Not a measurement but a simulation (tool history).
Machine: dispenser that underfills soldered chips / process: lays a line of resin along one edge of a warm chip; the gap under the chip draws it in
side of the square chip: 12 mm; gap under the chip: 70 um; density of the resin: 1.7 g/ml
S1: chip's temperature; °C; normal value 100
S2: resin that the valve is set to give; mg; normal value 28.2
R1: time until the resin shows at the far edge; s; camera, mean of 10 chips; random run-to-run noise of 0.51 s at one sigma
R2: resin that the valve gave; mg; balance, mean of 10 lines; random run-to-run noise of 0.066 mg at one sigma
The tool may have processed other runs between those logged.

{"run": 1, "hour": 0.0, "S1": 100, "S2": 28.2, "R1": 65.2, "R2": 27.8}
{"run": 2, "hour": 6.8, "S1": 100, "S2": 28.2, "R1": 93.9, "R2": 27.79}
{"hour": 9.7, "done": "new syringe of resin"}
{"run": 3, "hour": 13.9, "S1": 100, "S2": 28.2, "R1": 51.5, "R2": 27.62}
{"run": 4, "hour": 19.5, "S1": 100, "S2": 28.2, "R1": 68.3, "R2": 27.55}
{"hour": 28.0, "done": "new syringe of resin"}
{"run": 5, "hour": 29.3, "S1": 100, "S2": 28.2, "R1": 43.5, "R2": 27.38}
{"run": 6, "hour": 33.6, "S1": 100, "S2": 28.2, "R1": 53.3, "R2": 27.44}
{"run": 7, "hour": 40.9, "S1": 100, "S2": 28.2, "R1": 79.5, "R2": 27.27}
{"hour": 46.4, "done": "new syringe of resin"}
{"run": 8, "hour": 49.0, "S1": 100, "S2": 28.6, "R1": 46.5, "R2": 27.63}
{"run": 9, "hour": 54.2, "S1": 100, "S2": 28.6, "R1": 61.5, "R2": 27.51}
{"run": 10, "hour": 59.2, "S1": 100, "S2": 28.6, "R1": 80.2, "R2": 27.41}
{"hour": 64.8, "done": "new syringe of resin"}
{"run": 11, "hour": 69.4, "S1": 106, "S2": 33.7, "R1": 39.5, "R2": 32.16}

For run 12, what comes out?
{"hour": 71.5, "done": "dispensing valve cleaned and set on the balance"}
{"run": 12, "hour": 75.5, "S1": 106, "S2": 33.7, "R1": "?", "R2": "?"}

{"run 12": {"R1": 51.4, "R2": 33.67}}
Had the tool carried no hidden state, the very same run would have given R1 31.4 s, R2 33.67 mg.
